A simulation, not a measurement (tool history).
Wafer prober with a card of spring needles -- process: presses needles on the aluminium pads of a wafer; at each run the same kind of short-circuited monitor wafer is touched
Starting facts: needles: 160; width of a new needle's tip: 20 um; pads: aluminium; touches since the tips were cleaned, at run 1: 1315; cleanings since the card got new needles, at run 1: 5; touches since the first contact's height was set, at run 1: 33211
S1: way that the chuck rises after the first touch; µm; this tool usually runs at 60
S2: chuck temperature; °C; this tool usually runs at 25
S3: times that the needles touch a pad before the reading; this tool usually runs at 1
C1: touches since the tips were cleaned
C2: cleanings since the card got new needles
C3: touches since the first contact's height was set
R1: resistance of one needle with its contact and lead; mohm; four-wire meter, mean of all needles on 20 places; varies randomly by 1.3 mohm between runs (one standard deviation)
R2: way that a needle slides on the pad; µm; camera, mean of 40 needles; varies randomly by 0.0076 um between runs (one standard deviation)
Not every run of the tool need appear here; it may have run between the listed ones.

run    day  S1   S2  S3    C1  C2     C3   R1      R2
  1      0  60   25   1  1315   5  33211  109    12.4
  2  0.404  60   25   1  3516   5  35412  109  12.402
     0.742  -- tips cleaned on abrasive film
  3  0.946  60   25   1  1113   6  38341  108  12.409
  4  1.333  60   25   1  3225   6  40453  110  12.456
     1.733  -- tips cleaned on abrasive film
  5  1.921  60   72   1  1013   7  43616  116  12.479
  6  2.233  54   25   1  2714   7  45317  112   11.25
  7  2.483  58   25   1  4075   7  46678  108  12.085
     2.729  -- tips cleaned on abrasive film
  8  3.071  58   25   1  1871   8  49870  110  12.112
  9  3.329  48   25   1  3274   8  51273  113  10.034
 10  3.629  48   40   1  4897   8  52896  116  10.047
     3.742  -- tips cleaned on abrasive film
 11  4.096  48  120   1  1926   9  55407  123  10.068
 12  4.442  48   41   1  3825   9  57306  113  10.079
     4.717  -- tips cleaned on abrasive film
 13   4.75  71   30   2   189  10  58959  109   14.91
 14  5.279  42   57   2  3066  10  61836  118   8.846
 15  5.592  42   57   2  4765  10  63535  118   8.835
     5.717  -- tips cleaned on abrasive film
 16  5.888  42   28   3   921  11  65116  114   8.863
 17  6.246  51   80   3  2871  11  67066  121  10.765

Difference, measured minus no-hidden-state, one row per run. Run-to-run variation is common to both terms; the gauge's own scatter need not be:
Hidden state present: debris on the tips, nm; way that the needles fall short of the set height, um; tips' diameter, um; drift of the gauge itself on contact_mohm, %; drift of the gauge itself on scrub_um, %.
run      R2
  1      +0
  2  +0.018
  3  +0.043
  4   +0.06
  5  +0.086
  6  +0.091
  7  +0.109
  8  +0.134
  9   +0.12
 10  +0.131
 11  +0.148
 12   +0.16
 13  +0.253
 14  +0.166
 15  +0.176
 16  +0.186
 17  +0.239
R1 without the hidden state stays within 1 mohm of what was measured, in all runs.
